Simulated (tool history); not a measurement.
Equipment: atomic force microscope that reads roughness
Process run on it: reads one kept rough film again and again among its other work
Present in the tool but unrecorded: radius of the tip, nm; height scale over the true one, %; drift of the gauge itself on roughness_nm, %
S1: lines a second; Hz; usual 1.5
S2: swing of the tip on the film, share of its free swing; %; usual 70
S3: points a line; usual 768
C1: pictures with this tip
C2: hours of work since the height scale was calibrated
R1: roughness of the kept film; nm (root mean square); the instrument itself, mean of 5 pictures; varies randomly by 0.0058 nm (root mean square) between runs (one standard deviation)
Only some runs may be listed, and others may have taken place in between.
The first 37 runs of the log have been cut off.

Run 38, hour 944.5: usual settings but S1 2.57 Hz, S3 349; C1 44; C2 995. Result: R1 0.979 nm (root mean square).
Run 39, hour 977.4: usual settings but S1 1.43 Hz; C1 89; C2 1009. Result: R1 1.028 nm (root mean square).
Run 40, hour 999.3: usual settings but S1 0.61 Hz, S2 87 %, S3 281; C1 119; C2 1018. Result: R1 0.989 nm (root mean square).
Run 41, hour 1031.8: usual settings but S1 2.84 Hz, S3 661; C1 163; C2 1032. Result: R1 0.97 nm (root mean square).
Run 42, hour 1065.2: usual settings but S1 1.99 Hz, S2 82 %; C1 208; C2 1046. Result: R1 0.915 nm (root mean square).
Run 43, hour 1080.6: usual settings but S2 69 %, S3 359; C1 229; C2 1053. Result: R1 0.973 nm (root mean square).
Run 44, hour 1097.2: usual settings but S2 69 %, S3 359; C1 252; C2 1060. Result: R1 0.978 nm (root mean square).
Run 45, hour 1121.6: usual settings but S2 69 %, S3 359; C1 285; C2 1070. Result: R1 0.963 nm (root mean square).
Run 46, hour 1143.4: usual settings but S1 2.49 Hz, S2 84 %, S3 370; C1 315; C2 1080. Result: R1 0.839 nm (root mean square).
Run 47, hour 1167.8: usual settings but S1 3.3 Hz, S3 310; C1 348; C2 1090. Result: R1 0.885 nm (root mean square).
Run 48, hour 1193.2: usual settings but S1 3.3 Hz, S3 310; C1 382; C2 1101. Result: R1 0.868 nm (root mean square).
At hour 1202.7: new tip fitted.
Run 49, hour 1210.6: usual settings but S1 3.3 Hz, S3 310; C1 11; C2 1108. Result: R1 0.975 nm (root mean square).
Run 50, hour 1238.4: usual settings but S1 2.59 Hz, S3 362; C1 48; C2 1120. Result: R1 0.993 nm (root mean square).
Run 51, hour 1268.2: usual settings but S1 2.59 Hz, S3 362; C1 89; C2 1133. Result: R1 0.974 nm (root mean square).
Run 52, hour 1285.6: usual settings but S1 3.17 Hz, S2 86 %; C1 112; C2 1140. Result: R1 0.864 nm (root mean square).
Run 53, hour 1311.6: usual settings but S1 0.67 Hz, S2 55 %, S3 810; C1 148; C2 1151. Result: R1 1.066 nm (root mean square).
Run 54, hour 1340.9: usual settings but S1 0.67 Hz, S2 55 %, S3 810; C1 188; C2 1164. Result: R1 1.062 nm (root mean square).

Here are 3 independent what-if runs from the current tool condition. What would each one return?
Run A, hour 1366.4: usual settings but S1 1.01 Hz, S2 67 %, S3 591; C1 222; C2 1175. Result: R1 ?.
Run B, hour 1366.4: usual settings but S1 1.79 Hz, S2 55 %, S3 810; C1 222; C2 1175. Result: R1 ?.
Run C, hour 1366.4: usual settings but S2 58 %, S3 513; C1 222; C2 1175. Result: R1 ?.

run     R1
  A  1.013
  B  1.033
  C  1.022
With the hidden condition removed and each run's random variation left untouched, the same runs would have given:
run     R1
  A  1.078
  B  1.098
  C  1.088

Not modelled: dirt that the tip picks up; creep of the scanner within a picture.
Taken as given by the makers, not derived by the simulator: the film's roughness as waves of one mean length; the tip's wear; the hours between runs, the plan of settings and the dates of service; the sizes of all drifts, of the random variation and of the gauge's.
